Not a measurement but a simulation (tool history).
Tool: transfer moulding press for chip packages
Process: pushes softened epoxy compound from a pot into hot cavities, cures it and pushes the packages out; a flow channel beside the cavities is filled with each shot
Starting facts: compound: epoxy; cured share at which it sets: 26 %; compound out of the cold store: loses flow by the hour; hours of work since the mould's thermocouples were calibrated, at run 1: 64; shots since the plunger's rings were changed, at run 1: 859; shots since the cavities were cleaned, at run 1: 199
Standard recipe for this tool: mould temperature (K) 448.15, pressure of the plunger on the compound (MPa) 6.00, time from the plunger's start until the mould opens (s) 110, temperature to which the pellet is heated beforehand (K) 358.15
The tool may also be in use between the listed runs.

run	hour	mould temperature (K)	pressure of the plunger on the compound (MPa)	time from the plunger's start until the mould opens (s)	temperature to which the pellet is heated beforehand (K)	hours of work since the mould's thermocouples were calibrated	shots since the plunger's rings were changed	shots since the cavities were cleaned	incoming compound's hours out of the cold store	length that the compound runs in the flow channel (mm)	greatest force on the pins that push the packages out (N)
1	0.0	448.15	6.00	110	358.15	64	859	199	29.4	924	623
2	16.8	448.15	6.00	110	358.15	74	1018	358	41.6	897	684
3	28.1	448.15	6.00	110	358.15	81	1124	464	29.5	924	731
# hour 41.3: cavities cleaned with cleaning compound and waxed
4	44.2	448.15	6.00	110	365.15	90	1261	27	10.3	946	958
5	62.4	448.15	6.00	110	365.15	101	1433	199	17.3	945	948
# hour 73.2: cavities cleaned with cleaning compound and waxed, once more
6	75.9	452.15	6.00	110	358.15	108	1545	26	10.3	943	401
7	91.4	452.15	6.00	110	358.15	117	1691	172	45.8	871	546
8	99.9	448.15	6.00	110	351.15	123	1771	252	41.6	877	637
9	112.2	448.15	6.00	110	358.15	130	1887	368	24.0	916	686
10	129.1	443.15	6.00	110	358.15	140	2046	527	26.2	937	932
# hour 135.4: cavities cleaned with cleaning compound and waxed
11	142.6	448.15	6.00	110	358.15	147	2158	67	8.9	953	474
12	160.9	448.15	6.00	110	358.15	159	2331	240	43.8	878	608
13	178.7	448.15	6.00	110	358.15	169	2498	407	9.8	943	714
14	189.0	448.15	6.00	110	350.15	175	2594	503	30.3	897	741
# hour 197.1: cavities cleaned with cleaning compound and waxed
15	203.8	440.15	6.00	108	367.15	183	2720	63	14.7	963	805
16	215.1	448.15	6.00	99	352.15	190	2827	170	17.4	931	648
17	223.1	448.15	5.42	99	358.15	195	2901	244	12.2	893	711
18	238.9	448.15	5.42	99	358.15	205	3050	393	38.0	827	770
19	252.8	448.15	5.42	99	358.15	213	3180	523	47.1	819	805
# hour 259.7: cavities cleaned with cleaning compound and waxed
20	271.9	448.15	5.42	99	358.15	224	3347	115	22.6	861	596
21	280.1	448.15	6.59	99	358.15	229	3424	192	46.0	896	661
22	297.0	445.15	5.24	110	358.15	239	3582	350	17.8	857	755
23	308.0	448.15	5.95	135	358.15	245	3686	454	18.7	912	696
# hour 321.7: cavities cleaned with cleaning compound and waxed
24	323.6	448.15	5.95	135	358.15	254	3818	17	25.3	892	390
25	335.5	454.15	6.23	142	359.15	261	3930	129	19.7	911	478
26	351.5	448.15	6.94	110	358.15	271	4081	280	39.3	926	649
27	367.5	448.15	6.94	110	358.15	280	4231	430	35.7	924	689
28	381.4	448.15	6.94	110	358.15	289	4362	561	18.1	981	757

Below are 3 alternative next runs, each starting from the tool's condition after run 28. Predict each:
# hour 384.3: cavities cleaned with cleaning compound and waxed
A	390.8	448.15	7.19	127	358.15	294	4437	62	30.4	?	?
# hour 384.3: cavities cleaned with cleaning compound and waxed
B	390.8	453.15	6.00	110	358.15	294	4437	62	44.4	?	?
# hour 384.3: cavities cleaned with cleaning compound and waxed
C	390.8	448.15	5.00	110	363.15	294	4437	62	38.2	?	?

run	length that the compound runs in the flow channel (mm)	greatest force on the pins that push the packages out (N)
A	957	432
B	829	439
C	801	471
What these runs would have given with no unlogged condition in the tool:
run	length that the compound runs in the flow channel (mm)	greatest force on the pins that push the packages out (N)
A	1031	376
B	893	382
C	863	412
